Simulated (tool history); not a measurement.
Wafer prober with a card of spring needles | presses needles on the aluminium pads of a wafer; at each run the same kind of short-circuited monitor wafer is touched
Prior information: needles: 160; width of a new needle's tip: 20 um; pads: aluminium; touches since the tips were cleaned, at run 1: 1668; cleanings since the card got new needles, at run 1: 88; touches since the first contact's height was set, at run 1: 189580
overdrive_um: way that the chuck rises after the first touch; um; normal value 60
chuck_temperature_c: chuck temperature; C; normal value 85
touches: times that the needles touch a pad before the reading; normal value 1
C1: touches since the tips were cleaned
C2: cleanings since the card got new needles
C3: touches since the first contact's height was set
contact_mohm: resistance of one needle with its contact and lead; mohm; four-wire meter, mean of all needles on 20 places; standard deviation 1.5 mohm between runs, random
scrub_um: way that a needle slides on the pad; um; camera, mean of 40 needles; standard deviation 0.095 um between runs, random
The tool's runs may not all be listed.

run 1 day=0.000 | overdrive_um=60 chuck_temperature_c=85 touches=1 | C1=1668 C2=88 C3=189580 | contact_mohm=136 scrub_um=7.23
-- day=0.071 tips cleaned on abrasive film
-- day=0.404 tips cleaned on abrasive film
-- day=0.738 tips cleaned on abrasive film
-- day=1.071 tips cleaned on abrasive film
-- day=1.408 tips cleaned on abrasive film
run 2 day=1.525 | overdrive_um=60 chuck_temperature_c=85 touches=3 | C1=790 C2=93 C3=199733 | contact_mohm=136 scrub_um=7.11
-- day=1.725 tips cleaned on abrasive film
-- day=2.058 tips cleaned on abrasive film
-- day=2.396 tips cleaned on abrasive film
run 3 day=2.583 | overdrive_um=60 chuck_temperature_c=85 touches=3 | C1=1286 C2=96 C3=206815 | contact_mohm=137 scrub_um=7.31
-- day=2.721 tips cleaned on abrasive film
-- day=3.054 tips cleaned on abrasive film
-- day=3.388 tips cleaned on abrasive film
-- day=3.725 tips cleaned on abrasive film
run 4 day=3.988 | overdrive_um=60 chuck_temperature_c=85 touches=3 | C1=1773 C2=100 C3=216167 | contact_mohm=136 scrub_um=7.10
-- day=4.054 tips cleaned on abrasive film
-- day=4.392 tips cleaned on abrasive film
-- day=4.725 tips cleaned on abrasive film
-- day=5.058 tips cleaned on abrasive film
run 5 day=5.104 | overdrive_um=60 chuck_temperature_c=85 touches=3 | C1=318 C2=104 C3=223611 | contact_mohm=140 scrub_um=7.18
-- day=5.371 tips cleaned on abrasive film
-- day=5.708 tips cleaned on abrasive film
-- day=6.042 tips cleaned on abrasive film
-- day=6.375 tips cleaned on abrasive film
run 6 day=6.471 | overdrive_um=60 chuck_temperature_c=85 touches=3 | C1=649 C2=108 C3=232731 | contact_mohm=137 scrub_um=7.24
-- day=6.671 tips cleaned on abrasive film
-- day=6.942 tips cleaned on abrasive film
-- day=7.275 tips cleaned on abrasive film
-- day=7.608 tips cleaned on abrasive film
run 7 day=7.792 | overdrive_um=60 chuck_temperature_c=85 touches=3 | C1=1221 C2=112 C3=241530 | contact_mohm=139 scrub_um=7.07
-- day=7.925 tips cleaned on abrasive film
-- day=8.258 tips cleaned on abrasive film
-- day=8.538 height of the first contact set anew
-- day=8.608 tips cleaned on abrasive film
run 8 day=8.862 | overdrive_um=60 chuck_temperature_c=85 touches=3 | C1=1722 C2=115 C3=2167 | contact_mohm=138 scrub_um=7.07
-- day=8.933 tips cleaned on abrasive film
-- day=9.267 tips cleaned on abrasive film
-- day=9.533 tips cleaned on abrasive film
-- day=9.867 tips cleaned on abrasive film
run 9 day=9.888 | overdrive_um=60 chuck_temperature_c=85 touches=3 | C1=143 C2=119 C3=8998 | contact_mohm=137 scrub_um=7.24
-- day=10.158 tips cleaned on abrasive film
-- day=10.492 tips cleaned on abrasive film
-- day=10.825 tips cleaned on abrasive film
run 10 day=11.042 | overdrive_um=60 chuck_temperature_c=85 touches=3 | C1=1462 C2=122 C3=16703 | contact_mohm=138 scrub_um=7.15
-- day=11.112 tips cleaned on abrasive film
-- day=11.446 tips cleaned on abrasive film
-- day=11.779 tips cleaned on abrasive film
-- day=12.117 tips cleaned on abrasive film
run 11 day=12.183 | overdrive_um=60 chuck_temperature_c=85 touches=3 | C1=453 C2=126 C3=24288 | contact_mohm=137 scrub_um=7.29
-- day=12.383 tips cleaned on abrasive film
-- day=12.654 tips cleaned on abrasive film
-- day=12.983 tips cleaned on abrasive film
-- day=13.321 tips cleaned on abrasive film
run 12 day=13.479 | overdrive_um=60 chuck_temperature_c=85 touches=3 | C1=1076 C2=130 C3=32932 | contact_mohm=138 scrub_um=7.23
-- day=13.612 tips cleaned on abrasive film
-- day=13.950 tips cleaned on abrasive film
-- day=14.217 tips cleaned on abrasive film
run 13 day=14.296 | overdrive_um=44 chuck_temperature_c=85 touches=1 | C1=526 C2=133 C3=38362 | contact_mohm=144 scrub_um=5.21
-- day=14.496 tips cleaned on abrasive film
-- day=14.829 tips cleaned on abrasive film
-- day=15.167 tips cleaned on abrasive film
-- day=15.433 tips cleaned on abrasive film
-- day=15.767 tips cleaned on abrasive film
run 14 day=15.904 | overdrive_um=54 chuck_temperature_c=94 touches=2 | C1=947 C2=138 C3=49109 | contact_mohm=142 scrub_um=6.40
-- day=16.042 tips cleaned on abrasive film
-- day=16.375 tips cleaned on abrasive film
-- day=16.712 tips cleaned on abrasive film
-- day=16.979 tips cleaned on abrasive film
-- day=17.312 tips cleaned on abrasive film
run 15 day=17.475 | overdrive_um=60 chuck_temperature_c=47 touches=2 | C1=1100 C2=143 C3=59572 | contact_mohm=130 scrub_um=7.24
-- day=17.612 tips cleaned on abrasive film
-- day=17.879 tips cleaned on abrasive film
run 16 day=18.142 | overdrive_um=60 chuck_temperature_c=47 touches=2 | C1=1769 C2=145 C3=64008 | contact_mohm=131 scrub_um=7.11
-- day=18.212 tips cleaned on abrasive film
-- day=18.546 tips cleaned on abrasive film
-- day=18.879 tips cleaned on abrasive film
-- day=19.212 tips cleaned on abrasive film
-- day=19.546 tips cleaned on abrasive film
run 17 day=19.571 | overdrive_um=59 chuck_temperature_c=109 touches=1 | C1=172 C2=150 C3=73542 | contact_mohm=142 scrub_um=7.08
-- day=19.838 tips cleaned on abrasive film
-- day=20.175 tips cleaned on abrasive film
-- day=20.508 tips cleaned on abrasive film
run 18 day=20.608 | overdrive_um=47 chuck_temperature_c=85 touches=3 | C1=673 C2=153 C3=80441 | contact_mohm=139 scrub_um=5.67
-- day=20.808 tips cleaned on abrasive film
-- day=21.142 tips cleaned on abrasive film
-- day=21.475 tips cleaned on abrasive film
run 19 day=21.700 | overdrive_um=56 chuck_temperature_c=85 touches=3 | C1=1501 C2=156 C3=87738 | contact_mohm=139 scrub_um=6.69
-- day=21.771 tips cleaned on abrasive film
-- day=22.104 tips cleaned on abrasive film
-- day=22.438 tips cleaned on abrasive film
run 20 day=22.608 | overdrive_um=41 chuck_temperature_c=25 touches=2 | C1=1163 C2=159 C3=93806 | contact_mohm=134 scrub_um=5.06
-- day=22.746 tips cleaned on abrasive film
-- day=23.012 tips cleaned on abrasive film
-- day=23.350 tips cleaned on abrasive film
-- day=23.617 tips cleaned on abrasive film
-- day=23.950 tips cleaned on abrasive film
run 21 day=24.033 | overdrive_um=64 chuck_temperature_c=60 touches=3 | C1=559 C2=164 C3=103283 | contact_mohm=134 scrub_um=7.68
-- day=24.238 tips cleaned on abrasive film
-- day=24.504 tips cleaned on abrasive film
run 22 day=24.742 | overdrive_um=74 chuck_temperature_c=32 touches=1 | C1=1613 C2=166 C3=108018 | contact_mohm=127 scrub_um=9.05
-- day=24.812 tips cleaned on abrasive film
-- day=25.146 tips cleaned on abrasive film
-- day=25.417 tips cleaned on abrasive film
-- day=25.738 tips cleaned on abrasive film
run 23 day=25.738 | overdrive_um=74 chuck_temperature_c=32 touches=1 | C1=0 C2=170 C3=114629 | contact_mohm=125 scrub_um=8.94
-- day=26.071 tips cleaned on abrasive film
-- day=26.404 tips cleaned on abrasive film
-- day=26.742 tips cleaned on abrasive film
run 24 day=26.950 | overdrive_um=66 chuck_temperature_c=37 touches=1 | C1=1419 C2=173 C3=122735 | contact_mohm=128 scrub_um=7.85
-- day=27.021 tips cleaned on abrasive film
-- day=27.288 tips cleaned on abrasive film
-- day=27.625 tips cleaned on abrasive film
-- day=27.958 tips cleaned on abrasive film
-- day=28.292 tips cleaned on abrasive film
run 25 day=28.425 | overdrive_um=60 chuck_temperature_c=95 touches=2 | C1=901 C2=178 C3=132555 | contact_mohm=141 scrub_um=7.14
-- day=28.567 tips cleaned on abrasive film
-- day=28.900 tips cleaned on abrasive film
run 26 day=29.146 | overdrive_um=60 chuck_temperature_c=95 touches=2 | C1=1661 C2=180 C3=137369 | contact_mohm=138 scrub_um=7.36

Here are 4 independent what-if runs from the current tool condition. What would each one return?
-- day=29.217 tips cleaned on abrasive film
-- day=29.550 tips cleaned on abrasive film
-- day=29.883 tips cleaned on abrasive film
run A day=30.042 | overdrive_um=51 chuck_temperature_c=109 touches=1 | C1=1062 C2=183 C3=143336 | contact_mohm=? scrub_um=?
-- day=29.217 tips cleaned on abrasive film
-- day=29.550 tips cleaned on abrasive film
-- day=29.883 tips cleaned on abrasive film
run B day=30.042 | overdrive_um=44 chuck_temperature_c=51 touches=1 | C1=1062 C2=183 C3=143336 | contact_mohm=? scrub_um=?
-- day=29.217 tips cleaned on abrasive film
-- day=29.550 tips cleaned on abrasive film
-- day=29.883 tips cleaned on abrasive film
run C day=30.042 | overdrive_um=60 chuck_temperature_c=37 touches=1 | C1=1062 C2=183 C3=143336 | contact_mohm=? scrub_um=?
-- day=29.217 tips cleaned on abrasive film
-- day=29.550 tips cleaned on abrasive film
-- day=29.883 tips cleaned on abrasive film
run D day=30.042 | overdrive_um=60 chuck_temperature_c=85 touches=1 | C1=1062 C2=183 C3=143336 | contact_mohm=? scrub_um=?

run=A contact_mohm=144 scrub_um=6.17
run=B contact_mohm=137 scrub_um=5.34
run=C contact_mohm=129 scrub_um=7.35
run=D contact_mohm=138 scrub_um=7.22
Without the tool's unlogged condition, the same runs would have read:
run=A contact_mohm=144 scrub_um=6.17
run=B contact_mohm=136 scrub_um=5.34
run=C contact_mohm=129 scrub_um=7.35
run=D contact_mohm=138 scrub_um=7.22
